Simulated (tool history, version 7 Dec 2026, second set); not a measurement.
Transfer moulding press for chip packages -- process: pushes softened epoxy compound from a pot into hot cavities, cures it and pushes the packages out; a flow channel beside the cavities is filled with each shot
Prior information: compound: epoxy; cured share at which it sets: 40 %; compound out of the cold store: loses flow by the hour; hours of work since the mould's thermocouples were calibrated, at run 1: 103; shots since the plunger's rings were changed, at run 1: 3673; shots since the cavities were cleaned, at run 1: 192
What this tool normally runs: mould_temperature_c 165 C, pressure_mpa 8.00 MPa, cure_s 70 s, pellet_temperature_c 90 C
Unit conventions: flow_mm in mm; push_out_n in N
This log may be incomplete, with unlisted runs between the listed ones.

run     day  mould_temperature_c  pressure_mpa  cure_s  pellet_temperature_c  hours of work since the mould's thermocouples were calibrated  shots since the plunger's rings were changed  shots since the cavities were cleaned  incoming compound's hours out of the cold store  flow_mm  push_out_n
  1   0.000                  165          8.00      70                    90                                                            103                                          3673                                    192                                             13.3      531        1167
      1.854  -- cavities cleaned with cleaning compound and waxed
  2   2.950                  165          8.00      70                    90                                                            133                                          4377                                    267                                             36.2      480        1134
      4.571  -- cavities cleaned with cleaning compound and waxed
  3   6.525                  165          8.00      70                    90                                                            169                                          5235                                    477                                             29.3      488        1327
      7.112  -- cavities cleaned with cleaning compound and waxed
      8.017  -- plunger's sealing rings changed
  4   9.346                  170          8.00      70                    90                                                            197                                           325                                    520                                              8.2      563        1087
      9.783  -- cavities cleaned with cleaning compound and waxed
  5  11.471                  170          8.00      70                    90                                                            218                                           828                                    412                                             25.6      517         953
     11.858  -- mould's thermocouples calibrated
     12.383  -- cavities cleaned with cleaning compound and waxed
     14.908  -- cavities cleaned with cleaning compound and waxed
  6  15.708                  172          8.00      88                    90                                                             38                                          1811                                    195                                             19.2      520         591
     17.379  -- cavities cleaned with cleaning compound and waxed
  7  18.621                  172          8.00      88                    90                                                             68                                          2507                                    303                                             30.5      482         650
     19.908  -- cavities cleaned with cleaning compound and waxed
     22.038  -- mould's thermocouples calibrated, once more
     22.467  -- cavities cleaned with cleaning compound and waxed
  8  22.467                  172          8.00      88                    90                                                              4                                          3394                                      0                                             13.2      519         465
     25.158  -- cavities cleaned with cleaning compound and waxed
  9  26.742                  165          9.05      70                    91                                                             47                                          4423                                    387                                             44.5      488        1220
     27.938  -- cavities cleaned with cleaning compound and waxed
     30.417  -- cavities cleaned with cleaning compound and waxed
 10  30.417                  165          9.05      70                    91                                                             84                                          5289                                      0                                             38.9      497         845

Selected run-to-run steps in flow_mm, each split into two signed amounts: the part the tool would show with no hidden state at all (from settings, incoming material and random variation), and the remainder, which goes to the hidden state together with any gauge scatter not common to the measured and the hidden-state-free results:
Hidden conditions of the tool in this case: true mould temperature over the reading, C; pressure that reaches the compound, % of what is set; grip of the stained cavities, % over clean ones'; drift of the gauge itself on flow_mm, %; drift of the gauge itself on push_out_n, %.
Run 3 -> 4: mould_temperature_c 165 -> 170, cavities cleaned with cleaning compound and waxed, plunger's sealing rings changed. flow_mm +75 mm: hidden state +36, all else +39.

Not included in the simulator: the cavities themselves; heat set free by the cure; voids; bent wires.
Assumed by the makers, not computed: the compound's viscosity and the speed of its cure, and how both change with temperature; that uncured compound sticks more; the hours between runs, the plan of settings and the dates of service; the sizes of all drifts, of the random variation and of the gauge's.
